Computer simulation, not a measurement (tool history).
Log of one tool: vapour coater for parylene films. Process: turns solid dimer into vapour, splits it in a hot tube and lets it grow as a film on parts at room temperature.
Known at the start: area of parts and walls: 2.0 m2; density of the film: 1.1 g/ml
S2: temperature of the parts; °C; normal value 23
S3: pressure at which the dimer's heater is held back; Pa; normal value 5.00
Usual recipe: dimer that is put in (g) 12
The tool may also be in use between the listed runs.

{"run": 1, "day": 0.0, "dimer that is put in (g)": 12, "S2": 23, "S3": 5.0, "thickness of the film (µm)": 2.67}
{"run": 2, "day": 1.608, "dimer that is put in (g)": 17, "S2": 23, "S3": 5.0, "thickness of the film (µm)": 3.7}
{"run": 3, "day": 2.942, "dimer that is put in (g)": 17, "S2": 23, "S3": 5.0, "thickness of the film (µm)": 3.78}
{"run": 4, "day": 5.071, "dimer that is put in (g)": 19, "S2": 23, "S3": 5.0, "thickness of the film (µm)": 4.13}
{"run": 5, "day": 6.404, "dimer that is put in (g)": 12, "S2": 23, "S3": 8.8, "thickness of the film (µm)": 2.46}
{"run": 6, "day": 7.779, "dimer that is put in (g)": 19, "S2": 23, "S3": 8.8, "thickness of the film (µm)": 3.97}
{"run": 7, "day": 8.671, "dimer that is put in (g)": 12, "S2": 23, "S3": 8.3, "thickness of the film (µm)": 2.52}
{"run": 8, "day": 10.017, "dimer that is put in (g)": 12, "S2": 18, "S3": 8.3, "thickness of the film (µm)": 3.13}
{"day": 10.796, "done": "trap's valve overhauled"}
{"run": 9, "day": 11.817, "dimer that is put in (g)": 12, "S2": 18, "S3": 8.3, "thickness of the film (µm)": 2.86}
{"run": 10, "day": 12.704, "dimer that is put in (g)": 12, "S2": 16, "S3": 5.0, "thickness of the film (µm)": 3.28}
{"run": 11, "day": 13.967, "dimer that is put in (g)": 12, "S2": 16, "S3": 5.0, "thickness of the film (µm)": 3.24}
{"run": 12, "day": 16.083, "dimer that is put in (g)": 12, "S2": 16, "S3": 5.0, "thickness of the film (µm)": 3.22}
{"run": 13, "day": 18.0, "dimer that is put in (g)": 12, "S2": 23, "S3": 5.0, "thickness of the film (µm)": 2.36}
{"day": 18.425, "done": "trap's valve overhauled, once more"}
{"run": 14, "day": 20.1, "dimer that is put in (g)": 12, "S2": 23, "S3": 5.0, "thickness of the film (µm)": 2.89}
{"run": 15, "day": 20.988, "dimer that is put in (g)": 12, "S2": 23, "S3": 8.15, "thickness of the film (µm)": 2.81}
{"run": 16, "day": 22.738, "dimer that is put in (g)": 12, "S2": 23, "S3": 8.15, "thickness of the film (µm)": 2.75}
{"run": 17, "day": 24.246, "dimer that is put in (g)": 9, "S2": 23, "S3": 5.0, "thickness of the film (µm)": 2.14}
{"run": 18, "day": 26.296, "dimer that is put in (g)": 12, "S2": 23, "S3": 2.67, "thickness of the film (µm)": 3.01}
{"run": 19, "day": 27.683, "dimer that is put in (g)": 12, "S2": 23, "S3": 5.0, "thickness of the film (µm)": 2.81}
{"run": 20, "day": 28.683, "dimer that is put in (g)": 12, "S2": 23, "S3": 5.0, "thickness of the film (µm)": 2.82}
{"run": 21, "day": 29.717, "dimer that is put in (g)": 12, "S2": 17, "S3": 5.0, "thickness of the film (µm)": 3.7}
{"run": 22, "day": 30.721, "dimer that is put in (g)": 12, "S2": 17, "S3": 5.0, "thickness of the film (µm)": 3.62}
{"run": 23, "day": 32.012, "dimer that is put in (g)": 12, "S2": 17, "S3": 5.0, "thickness of the film (µm)": 3.7}
{"run": 24, "day": 33.229, "dimer that is put in (g)": 15, "S2": 19, "S3": 4.99, "thickness of the film (µm)": 4.19}
{"run": 25, "day": 34.896, "dimer that is put in (g)": 15, "S2": 31, "S3": 6.76, "thickness of the film (µm)": 2.35}
{"run": 26, "day": 36.971, "dimer that is put in (g)": 9, "S2": 30, "S3": 2.39, "thickness of the film (µm)": 1.59}
{"run": 27, "day": 37.912, "dimer that is put in (g)": 12, "S2": 23, "S3": 3.08, "thickness of the film (µm)": 2.85}
{"run": 28, "day": 39.096, "dimer that is put in (g)": 12, "S2": 23, "S3": 3.08, "thickness of the film (µm)": 2.87}
{"run": 29, "day": 41.029, "dimer that is put in (g)": 5, "S2": 23, "S3": 6.25, "thickness of the film (µm)": 1.12}
{"run": 30, "day": 42.321, "dimer that is put in (g)": 5, "S2": 18, "S3": 4.36, "thickness of the film (µm)": 1.49}
{"run": 31, "day": 43.642, "dimer that is put in (g)": 19, "S2": 31, "S3": 5.48, "thickness of the film (µm)": 3.07}

Run 32 comes next. What will it give?
{"run": 32, "day": 45.271, "dimer that is put in (g)": 11, "S2": 22, "S3": 10.17, "thickness of the film (µm)": "?"}

Run 32 measured thickness of the film (µm) 2.42.
Without the tool's hidden state the same run would have given thickness of the film (µm) 2.60.

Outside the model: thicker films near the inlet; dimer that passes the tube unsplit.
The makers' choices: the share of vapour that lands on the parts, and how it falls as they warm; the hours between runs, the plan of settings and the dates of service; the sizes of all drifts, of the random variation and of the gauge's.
